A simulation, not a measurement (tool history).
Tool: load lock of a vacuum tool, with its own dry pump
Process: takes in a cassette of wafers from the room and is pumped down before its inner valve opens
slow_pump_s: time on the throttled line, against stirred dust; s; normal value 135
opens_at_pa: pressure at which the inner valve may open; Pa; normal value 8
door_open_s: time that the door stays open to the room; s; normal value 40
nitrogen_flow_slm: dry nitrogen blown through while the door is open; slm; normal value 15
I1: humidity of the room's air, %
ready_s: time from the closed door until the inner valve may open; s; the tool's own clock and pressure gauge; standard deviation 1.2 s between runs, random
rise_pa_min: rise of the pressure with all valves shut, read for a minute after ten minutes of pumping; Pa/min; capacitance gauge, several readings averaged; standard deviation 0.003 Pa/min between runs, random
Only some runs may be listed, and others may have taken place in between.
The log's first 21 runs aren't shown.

Run 22, hour 2054.2: usual settings but slow_pump_s 174 s, opens_at_pa 9 Pa, nitrogen_flow_slm 34 slm; I1 48.2. Result: ready_s 223.8 s, rise_pa_min 0.212 Pa/min.
Run 23, hour 2122.1: usual settings but slow_pump_s 173 s, opens_at_pa 7 Pa, door_open_s 34 s; I1 42. Result: ready_s 227.9 s, rise_pa_min 0.212 Pa/min.
Run 24, hour 2220: usual settings but slow_pump_s 173 s, opens_at_pa 7 Pa, door_open_s 90 s; I1 46.4. Result: ready_s 226.8 s, rise_pa_min 0.229 Pa/min.
Run 25, hour 2283.5: usual settings but slow_pump_s 175 s, nitrogen_flow_slm 8 slm; I1 43.2. Result: ready_s 225.7 s, rise_pa_min 0.231 Pa/min.
Run 26, hour 2347.6: usual settings but slow_pump_s 175 s, nitrogen_flow_slm 8 slm; I1 44.4. Result: ready_s 226.6 s, rise_pa_min 0.234 Pa/min.
Run 27, hour 2419.2: usual settings but slow_pump_s 81 s, opens_at_pa 15 Pa, nitrogen_flow_slm 8 slm; I1 46.7. Result: ready_s 141.1 s, rise_pa_min 0.241 Pa/min.
Run 28, hour 2490.9: usual settings but slow_pump_s 81 s, opens_at_pa 7 Pa, door_open_s 136 s, nitrogen_flow_slm 8 slm; I1 43.8. Result: ready_s 146.9 s, rise_pa_min 0.248 Pa/min.
Run 29, hour 2581.8: usual settings but slow_pump_s 145 s, opens_at_pa 13 Pa, door_open_s 31 s, nitrogen_flow_slm 18 slm; I1 42.6. Result: ready_s 197.4 s, rise_pa_min 0.24 Pa/min.
Run 30, hour 2644.1: usual settings but slow_pump_s 182 s, door_open_s 142 s, nitrogen_flow_slm 13 slm; I1 43.3. Result: ready_s 234.5 s, rise_pa_min 0.251 Pa/min.
Run 31, hour 2728.9: usual settings but slow_pump_s 182 s, door_open_s 142 s, nitrogen_flow_slm 13 slm; I1 43.8. Result: ready_s 233.5 s, rise_pa_min 0.254 Pa/min.
Run 32, hour 2797.7: usual settings but slow_pump_s 182 s, door_open_s 142 s, nitrogen_flow_slm 13 slm; I1 45.2. Result: ready_s 233.2 s, rise_pa_min 0.257 Pa/min.
Run 33, hour 2905.5: usual settings but nitrogen_flow_slm 13 slm; I1 46.8. Result: ready_s 191.6 s, rise_pa_min 0.253 Pa/min.
Run 34, hour 3050.9: usual settings but slow_pump_s 79 s, door_open_s 41 s; I1 48. Result: ready_s 146.5 s, rise_pa_min 0.256 Pa/min.
Run 35, hour 3159: usual settings but slow_pump_s 79 s, opens_at_pa 11 Pa, door_open_s 93 s; I1 44. Result: ready_s 142.3 s, rise_pa_min 0.275 Pa/min.
Run 36, hour 3220.1: usual settings but slow_pump_s 223 s, door_open_s 120 s, nitrogen_flow_slm 4 slm; I1 45.3. Result: ready_s 269.5 s, rise_pa_min 0.298 Pa/min.
Run 37, hour 3343.3: usual settings but slow_pump_s 223 s, door_open_s 55 s, nitrogen_flow_slm 27 slm; I1 46.5. Result: ready_s 269.3 s, rise_pa_min 0.28 Pa/min.

Alternative continuations, all from the tool just after run 37; predict every row:
Run A, hour 3482.3: usual settings but slow_pump_s 152 s, door_open_s 55 s, nitrogen_flow_slm 27 slm; I1 44.5. Result: ready_s ?, rise_pa_min ?.
Run B, hour 3482.3: usual settings but slow_pump_s 223 s, door_open_s 55 s, nitrogen_flow_slm 27 slm; I1 44. Result: ready_s ?, rise_pa_min ?.
Run C, hour 3482.3: usual settings but slow_pump_s 136 s, door_open_s 167 s, nitrogen_flow_slm 11 slm; I1 44. Result: ready_s ?, rise_pa_min ?.
Run D, hour 3482.3: usual settings but opens_at_pa 7 Pa; I1 49.2. Result: ready_s ?, rise_pa_min ?.

run  ready_s  rise_pa_min
  A    205.9        0.284
  B    269.9        0.287
  C      194        0.292
  D    195.2        0.276
Stripped of hidden state, with their random variation kept, the same runs would have yielded:
run  ready_s  rise_pa_min
  A    202.3        0.009
  B    266.8        0.013
  C      190        0.022
  D    191.3        0.007

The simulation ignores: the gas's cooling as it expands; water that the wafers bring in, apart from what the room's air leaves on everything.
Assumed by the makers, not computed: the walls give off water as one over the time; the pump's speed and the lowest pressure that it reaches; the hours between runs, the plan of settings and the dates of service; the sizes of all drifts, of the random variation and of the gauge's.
